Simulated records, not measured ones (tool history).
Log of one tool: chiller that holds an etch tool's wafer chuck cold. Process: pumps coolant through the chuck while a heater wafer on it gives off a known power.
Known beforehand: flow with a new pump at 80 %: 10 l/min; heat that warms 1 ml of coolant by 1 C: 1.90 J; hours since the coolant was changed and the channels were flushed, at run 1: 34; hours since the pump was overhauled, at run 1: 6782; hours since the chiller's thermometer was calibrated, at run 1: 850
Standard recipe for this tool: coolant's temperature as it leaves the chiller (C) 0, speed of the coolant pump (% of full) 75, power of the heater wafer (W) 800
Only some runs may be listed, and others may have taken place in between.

run	hour	coolant's temperature as it leaves the chiller (C)	speed of the coolant pump (% of full)	power of the heater wafer (W)	hours since the coolant was changed and the channels were flushed	hours since the pump was overhauled	hours since the chiller's thermometer was calibrated	chuck's temperature once it has settled (C)	how much warmer the coolant comes back (C)
1	0.0	0	75	800	34	6782	850	6.2	3.03
2	106.4	0	75	800	140	6888	956	6.4	3.05
3	225.2	0	75	800	259	7007	1075	6.2	3.08
4	383.9	0	75	1150	418	7166	1234	9.1	4.43
5	529.8	0	75	1150	564	7312	1380	9.1	4.36
6	662.0	0	75	1150	696	7444	1512	9.2	4.39
# hour 676.3: chiller's thermometer calibrated
7	833.4	-1	92	787	866	7614	157	4.5	2.44
8	909.9	-1	92	787	943	7691	234	4.7	2.47
# hour 972.2: chiller's thermometer calibrated, once more
9	1033.3	-1	92	787	1065	7813	61	4.4	2.45
10	1138.0	-8	79	576	1170	7918	166	-3.9	2.11
# hour 1185.3: coolant pump overhauled
11	1306.1	-8	79	576	1333	121	329	-4.0	1.85
12	1415.7	-8	79	576	1443	230	438	-3.9	1.85

Hidden condition of the tool, last listed run before each entry between runs versus first listed run after:
Between runs 6 and 7: chiller's thermometer calibrated (hour 676.3)
  heat passed by the chuck's channels, % of clean ones': 98.2 -> 97.9; flow at a given pump speed, % of a new pump's: 88.6 -> 88.3; coolant's true temperature over the reading, C: 0.23 -> 0.32
  measured value less the no-hidden-state value, chuck's temperature once it has settled (C): +1.0 -> +0.8; how much warmer the coolant comes back (C): +0.50 -> +0.28
Between runs 8 and 9: chiller's thermometer calibrated, once more (hour 972.2)
  heat passed by the chuck's channels, % of clean ones': 97.7 -> 97.4; flow at a given pump speed, % of a new pump's: 88.2 -> 88; coolant's true temperature over the reading, C: 0.33 -> 0.02
  measured value less the no-hidden-state value, chuck's temperature once it has settled (C): +0.8 -> +0.5; how much warmer the coolant comes back (C): +0.29 -> +0.29
Between runs 10 and 11: coolant pump overhauled (hour 1185.3)
  heat passed by the chuck's channels, % of clean ones': 97.2 -> 96.8; flow at a given pump speed, % of a new pump's: 87.9 -> 100.3; coolant's true temperature over the reading, C: 0.03 -> 0.04
  measured value less the no-hidden-state value, chuck's temperature once it has settled (C): +0.5 -> +0.2; how much warmer the coolant comes back (C): +0.26 -> +0.00

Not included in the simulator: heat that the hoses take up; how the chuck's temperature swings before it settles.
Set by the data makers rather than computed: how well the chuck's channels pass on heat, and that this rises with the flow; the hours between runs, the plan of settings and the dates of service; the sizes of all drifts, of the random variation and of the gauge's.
